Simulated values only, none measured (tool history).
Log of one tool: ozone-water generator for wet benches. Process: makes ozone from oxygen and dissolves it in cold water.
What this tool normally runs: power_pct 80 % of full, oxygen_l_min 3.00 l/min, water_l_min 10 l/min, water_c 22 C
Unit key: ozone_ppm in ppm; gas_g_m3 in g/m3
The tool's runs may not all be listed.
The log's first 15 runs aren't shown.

run,hour,power_pct,oxygen_l_min,water_l_min,water_c,ozone_ppm,gas_g_m3
16,781.1,80,3.00,10,22,28.2,225.9
17,854.1,80,2.46,10,22,27.2,241.3
18,914.3,48,3.91,9,22,19.7,132.3
19,948.4,48,3.91,9,22,19.7,133.6
20,980.4,48,3.91,9,22,19.6,131.5
21,1047.7,48,3.91,9,22,19.6,131.2
22,1098.8,49,1.64,9,16,18.1,176.8
23,1138.4,53,2.12,9,14,21.5,173.4
24,1177.4,51,2.12,11,14,18.0,169.7
25,1211.0,41,1.96,16,23,9.4,140.4
26,1244.4,59,3.17,10,20,22.1,169.9
27,1294.8,80,4.87,10,22,29.8,194.1
28,1332.4,69,3.00,11,18,24.3,197.1
29,1385.8,80,3.88,8,22,32.8,208.3
30,1441.6,80,1.53,15,22,16.5,275.3
31,1510.2,80,2.27,10,22,26.2,244.6
32,1567.9,80,2.27,10,22,26.1,244.4
33,1602.8,46,4.45,10,22,18.0,123.5
34,1650.7,83,4.36,10,22,30.7,207.1

3 options for the next run, each taken on its own from the tool as it stands now. Forecast them:
A,1709.6,83,2.23,11,30,?,?
B,1709.6,84,4.36,10,22,?,?
C,1709.6,54,5.02,10,22,?,?

run,ozone_ppm,gas_g_m3
A,22.7,255.2
B,30.9,210.0
C,20.8,135.9
Stripped of hidden state, with their random variation kept, the same runs would have yielded:
run,ozone_ppm,gas_g_m3
A,22.7,255.3
B,30.9,210.0
C,20.8,136.0
